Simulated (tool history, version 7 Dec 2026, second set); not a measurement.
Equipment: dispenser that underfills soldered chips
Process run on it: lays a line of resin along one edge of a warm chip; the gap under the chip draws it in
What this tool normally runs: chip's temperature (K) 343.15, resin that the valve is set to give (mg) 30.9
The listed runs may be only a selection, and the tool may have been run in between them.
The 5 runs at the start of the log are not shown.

| run | hour | chip's temperature (K) | resin that the valve is set to give (mg) | hours of work since the syringe was changed | hours of work since the valve was cleaned | hours of work since the stage was calibrated | time until the resin shows at the far edge (s) | resin that the valve gave (mg) |
|---|---|---|---|---|---|---|---|---|
| 6 | 20.5 | 343.15 | 30.9 | 6 | 53 | 116 | 350.1 | 29.46 |
|  | 22.6 | new syringe of resin |
| 7 | 25.2 | 343.15 | 30.9 | 2 | 56 | 119 | 261.7 | 29.56 |
| 8 | 27.8 | 344.15 | 30.9 | 3 | 58 | 121 | 280.1 | 29.37 |
| 9 | 32.4 | 344.15 | 30.9 | 6 | 61 | 124 | 352.9 | 29.65 |
|  | 33.6 | new syringe of resin |
| 10 | 38.4 | 344.15 | 30.9 | 3 | 65 | 128 | 272.3 | 29.17 |
| 11 | 42.4 | 344.15 | 30.9 | 6 | 67 | 130 | 334.5 | 29.24 |
|  | 44.5 | new syringe of resin |
| 12 | 45.8 | 344.15 | 30.9 | 1 | 69 | 132 | 233.4 | 29.34 |
| 13 | 48.3 | 344.15 | 30.9 | 2 | 71 | 134 | 261 | 29.04 |
| 14 | 54.2 | 343.15 | 30.9 | 6 | 75 | 138 | 349.2 | 29.08 |
|  | 55.6 | new syringe of resin |
| 15 | 57.5 | 343.15 | 30.9 | 1 | 77 | 140 | 253.2 | 28.87 |
| 16 | 61.1 | 343.15 | 30.9 | 4 | 79 | 142 | 299.3 | 29.03 |
|  | 66.4 | new syringe of resin |
| 17 | 67 | 343.15 | 30.9 | 0 | 83 | 146 | 239.9 | 29.29 |
| 18 | 70.2 | 336.15 | 30.9 | 2 | 85 | 148 | 371.1 | 28.74 |
| 19 | 73.4 | 349.15 | 31.5 | 5 | 87 | 150 | 255.1 | 29.31 |
|  | 77.2 | new syringe of resin |
| 20 | 79.3 | 349.15 | 31.5 | 1 | 90 | 153 | 198.9 | 28.97 |
| 21 | 83.4 | 341.15 | 30.9 | 4 | 93 | 156 | 332.2 | 28.7 |

What does the tool deliver on the next run?
|  | 88 | new syringe of resin |
| 22 | 88.8 | 331.15 | 33.2 | 1 | 96 | 159 | ? | ? |

Run 22 produced time until the resin shows at the far edge (s) 378.6, resin that the valve gave (mg) 30.83.
Had the tool carried no hidden state, the very same run would have given time until the resin shows at the far edge (s) 384.2, resin that the valve gave (mg) 33.33.
